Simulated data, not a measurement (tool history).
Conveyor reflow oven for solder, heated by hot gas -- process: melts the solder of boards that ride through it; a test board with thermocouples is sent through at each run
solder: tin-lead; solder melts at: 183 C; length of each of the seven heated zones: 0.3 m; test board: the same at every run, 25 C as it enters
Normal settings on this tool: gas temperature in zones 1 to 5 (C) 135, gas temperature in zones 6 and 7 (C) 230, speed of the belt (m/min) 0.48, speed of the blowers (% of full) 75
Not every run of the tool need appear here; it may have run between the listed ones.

| run | hour | gas temperature in zones 1 to 5 (C) | gas temperature in zones 6 and 7 (C) | speed of the belt (m/min) | speed of the blowers (% of full) | highest temperature of the board (C) | time above the solder's melting point (s) |
|---|---|---|---|---|---|---|---|
| 1 | 0 | 135 | 230 | 0.48 | 75 | 217 | 57.1 |
| 2 | 39.2 | 135 | 230 | 0.435 | 75 | 220.2 | 64.9 |
| 3 | 100.1 | 135 | 230 | 0.445 | 75 | 218.6 | 63.1 |
| 4 | 138.3 | 135 | 230 | 0.48 | 75 | 216.8 | 56.6 |
| 5 | 202.3 | 135 | 230 | 0.48 | 53 | 211.8 | 51.3 |
| 6 | 246.6 | 135 | 230 | 0.48 | 53 | 213.5 | 52 |
| 7 | 323.6 | 135 | 230 | 0.48 | 53 | 212.8 | 50.9 |
| 8 | 367.4 | 135 | 230 | 0.48 | 53 | 212.3 | 51.5 |
| 9 | 416.2 | 135 | 238 | 0.48 | 53 | 219.2 | 57.8 |
| 10 | 463.9 | 135 | 230 | 0.48 | 75 | 218.4 | 59.2 |
| 11 | 520.9 | 135 | 230 | 0.48 | 75 | 217.8 | 58 |
| 12 | 570.4 | 135 | 230 | 0.48 | 75 | 218.2 | 58.2 |
| 13 | 635.7 | 141 | 230 | 0.48 | 75 | 217.5 | 57.7 |
| 14 | 689.3 | 135 | 220 | 0.48 | 75 | 207 | 47.9 |
| 15 | 746 | 135 | 230 | 0.48 | 61 | 216.2 | 53.9 |
| 16 | 817.6 | 135 | 230 | 0.48 | 61 | 214.7 | 53.2 |
| 17 | 871.1 | 125 | 225 | 0.392 | 59 | 215.3 | 62.7 |
| 18 | 914.2 | 131 | 232 | 0.48 | 77 | 218.3 | 55.4 |
| 19 | 958.6 | 131 | 232 | 0.48 | 77 | 220.5 | 56.3 |
| 20 | 1030.2 | 148 | 231 | 0.476 | 76 | 221.9 | 63.9 |
| 21 | 1079 | 148 | 231 | 0.476 | 76 | 221 | 65.2 |
| 22 | 1125.3 | 135 | 226 | 0.48 | 50 | 206.7 | 44.7 |
| 23 | 1198.8 | 123 | 231 | 0.386 | 65 | 219.7 | 69.4 |
| 24 | 1248.3 | 132 | 232 | 0.4 | 69 | 221.4 | 71.2 |
| 25 | 1310.8 | 132 | 232 | 0.4 | 69 | 220.6 | 70.7 |
| 26 | 1367.8 | 132 | 232 | 0.4 | 69 | 220.9 | 71.5 |
| 27 | 1410.5 | 132 | 232 | 0.4 | 69 | 220.2 | 71.2 |
| 28 | 1475.6 | 135 | 230 | 0.382 | 75 | 221.8 | 77.5 |
| 29 | 1545.2 | 137 | 237 | 0.383 | 75 | 228.5 | 82 |

The log once held 9 entries between its listed runs, left out of this copy. Where does each go, and what is different about the tool's unlogged condition between the listed run before it and the listed run after it?
In the gap between runs 5 and 6: flux residue cleaned out of gas plates and filters (hour 218.5)
  heat that the gas passes to the board, % of a clean oven's: 93.3 -> 98.6; belt's true speed, % of the reading: 97.95 -> 97.87; true gas temperature in zones 6 and 7 over the reading, C: 1.51 -> 1.58
  measured minus no-state result, highest temperature of the board (C): +0.7 -> +1.8; time above the solder's melting point (s): +1.5 -> +2.9
In the gap between runs 9 and 10: flux residue cleaned out of gas plates and filters (hour 460.1)
  heat that the gas passes to the board, % of a clean oven's: 93.5 -> 98.5; belt's true speed, % of the reading: 97.56 -> 97.49; true gas temperature in zones 6 and 7 over the reading, C: 1.91 -> 2
  measured minus no-state result, highest temperature of the board (C): +1.1 -> +2.2; time above the solder's melting point (s): +2.2 -> +3.1
In the gap between runs 10 and 11: belt drive overhauled, speed set with a stopwatch (hour 472.5)
  heat that the gas passes to the board, % of a clean oven's: 98.5 -> 96.8; belt's true speed, % of the reading: 97.49 -> 96.9; true gas temperature in zones 6 and 7 over the reading, C: 2 -> 2.1
  measured minus no-state result, highest temperature of the board (C): +2.2 -> +2.1; time above the solder's melting point (s): +3.1 -> +3.4
In the gap between runs 12 and 13: belt drive overhauled, speed set with a stopwatch, once more (hour 624.4)
  heat that the gas passes to the board, % of a clean oven's: 95.4 -> 93.6; belt's true speed, % of the reading: 96.81 -> 99.84; true gas temperature in zones 6 and 7 over the reading, C: 2.2 -> 2.32
  measured minus no-state result, highest temperature of the board (C): +1.8 -> +0.7; time above the solder's melting point (s): +3.2 -> +0.2
In the gap between runs 14 and 15: flux residue cleaned out of gas plates and filters (hour 710.7)
  heat that the gas passes to the board, % of a clean oven's: 91.8 -> 98.8; belt's true speed, % of the reading: 99.73 -> 99.64; true gas temperature in zones 6 and 7 over the reading, C: 2.43 -> 2.53
  measured minus no-state result, highest temperature of the board (C): +0.4 -> +2; time above the solder's melting point (s): -0.2 -> +1.9
In the gap between runs 18 and 19: flux residue cleaned out of gas plates and filters (hour 953.6)
  heat that the gas passes to the board, % of a clean oven's: 93.5 -> 99.3; belt's true speed, % of the reading: 99.33 -> 99.26; true gas temperature in zones 6 and 7 over the reading, C: 2.85 -> 2.93
  measured minus no-state result, highest temperature of the board (C): +1.1 -> +2.7; time above the solder's melting point (s): +0.9 -> +2.3
In the gap between runs 21 and 22: thermocouples of zones 6 and 7 changed (hour 1114.9)
  heat that the gas passes to the board, % of a clean oven's: 95.6 -> 94.2; belt's true speed, % of the reading: 99.04 -> 98.97; true gas temperature in zones 6 and 7 over the reading, C: 3.17 -> -0.2
  measured minus no-state result, highest temperature of the board (C): +2.2 -> -0.9; time above the solder's melting point (s): +1.9 -> -0.8
In the gap between runs 22 and 23: flux residue cleaned out of gas plates and filters (hour 1194.8)
  heat that the gas passes to the board, % of a clean oven's: 94.2 -> 99.5; belt's true speed, % of the reading: 98.97 -> 98.84; true gas temperature in zones 6 and 7 over the reading, C: -0.2 -> -0.07
  measured minus no-state result, highest temperature of the board (C): -0.9 -> +0.2; time above the solder's melting point (s): -0.8 -> +1
In the gap between runs 27 and 28: flux residue cleaned out of gas plates and filters (hour 1437.6)
  heat that the gas passes to the board, % of a clean oven's: 93.3 -> 98.3; belt's true speed, % of the reading: 98.44 -> 98.32; true gas temperature in zones 6 and 7 over the reading, C: 0.35 -> 0.46
  measured minus no-state result, highest temperature of the board (C): -0.6 -> +0.5; time above the solder's melting point (s): +0.4 -> +1.7

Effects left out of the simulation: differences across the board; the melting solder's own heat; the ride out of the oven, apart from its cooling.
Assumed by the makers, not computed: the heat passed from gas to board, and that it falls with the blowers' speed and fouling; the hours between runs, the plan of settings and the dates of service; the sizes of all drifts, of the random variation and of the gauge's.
